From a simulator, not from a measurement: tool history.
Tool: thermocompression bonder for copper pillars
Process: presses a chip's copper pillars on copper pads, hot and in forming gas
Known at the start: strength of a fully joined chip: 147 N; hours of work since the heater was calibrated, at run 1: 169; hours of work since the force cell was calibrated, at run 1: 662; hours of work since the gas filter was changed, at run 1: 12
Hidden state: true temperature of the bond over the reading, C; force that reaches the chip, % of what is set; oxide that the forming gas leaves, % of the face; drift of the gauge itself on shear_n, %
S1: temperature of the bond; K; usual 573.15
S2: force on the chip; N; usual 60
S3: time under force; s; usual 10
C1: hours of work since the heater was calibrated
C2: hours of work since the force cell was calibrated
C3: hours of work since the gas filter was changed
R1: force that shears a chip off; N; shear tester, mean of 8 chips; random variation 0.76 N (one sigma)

run	hour	S1	S2	S3	C1	C2	C3	R1
1	0.0	573.15	60	10	169	662	12	74.9
2	20.0	587.15	60	10	185	678	28	83.3
3	32.6	587.15	60	10	195	688	37	82.6
4	51.6	573.15	60	10	210	702	52	72.3
5	73.8	562.15	60	10	227	720	70	64.2
6	86.0	562.15	60	10	237	729	79	63.8
7	95.1	562.15	60	10	244	736	86	63.1
8	107.0	576.15	60	10	253	746	95	72.3
9	119.4	573.15	88	10	263	755	105	94.4
10	132.5	573.15	88	10	273	765	115	95.8
11	146.6	573.15	60	10	284	776	126	69.7
12	156.8	573.15	60	10	292	784	134	69.1
13	173.3	573.15	60	9	305	797	147	66.2
14	186.4	555.15	60	9	315	808	157	53.9
15	205.4	555.15	60	9	330	822	172	52.9
# hour 223.6: forming gas filter changed
16	227.9	573.15	60	8	347	840	3	68.5
# hour 238.3: force cell calibrated
17	244.6	573.15	60	10	359	5	15	80.2
18	255.0	592.15	60	10	367	13	23	93.5
19	269.6	592.15	60	10	378	24	35	93.6
20	292.1	573.15	60	7	396	42	52	69.9
21	308.2	572.15	64	7	408	55	65	74.2
22	325.5	602.15	39	5	422	68	78	54.0
23	346.1	602.15	52	27	438	84	94	111.5
24	361.5	602.15	52	14	450	96	106	95.7
25	371.7	602.15	52	14	458	104	114	95.7
26	388.3	602.15	52	14	471	117	127	94.6
27	409.5	602.15	52	14	487	134	144	92.3
28	423.2	559.15	60	13	498	144	155	72.2
29	435.6	559.15	71	13	508	154	164	81.2
30	453.9	545.15	50	11	522	168	178	48.9
31	463.1	545.15	50	11	529	175	186	47.7
# hour 465.4: forming gas filter changed
32	481.1	545.15	41	11	543	189	12	41.9
33	499.8	600.15	49	6	557	204	27	72.9
34	510.1	573.15	60	7	565	212	35	71.4
35	527.8	573.15	60	7	579	226	49	69.8
36	540.0	566.15	44	23	589	235	58	73.6
37	549.3	566.15	44	23	596	242	65	75.2
38	565.8	551.15	81	11	609	255	78	84.8
39	575.9	600.15	37	10	617	263	86	64.8
40	592.3	573.15	60	13	630	276	99	83.6

3 ways to go on from here, each from the tool as it stands after run 40. What would each give?
A	605.3	548.15	52	28	640	286	109	?
B	605.3	573.15	60	13	640	286	109	?
C	605.3	600.15	37	10	640	286	109	?

run	R1
A	76.6
B	82.5
C	62.9
Without the tool's hidden state the same runs would have given:
run	R1
A	78.8
B	85.4
C	65.1
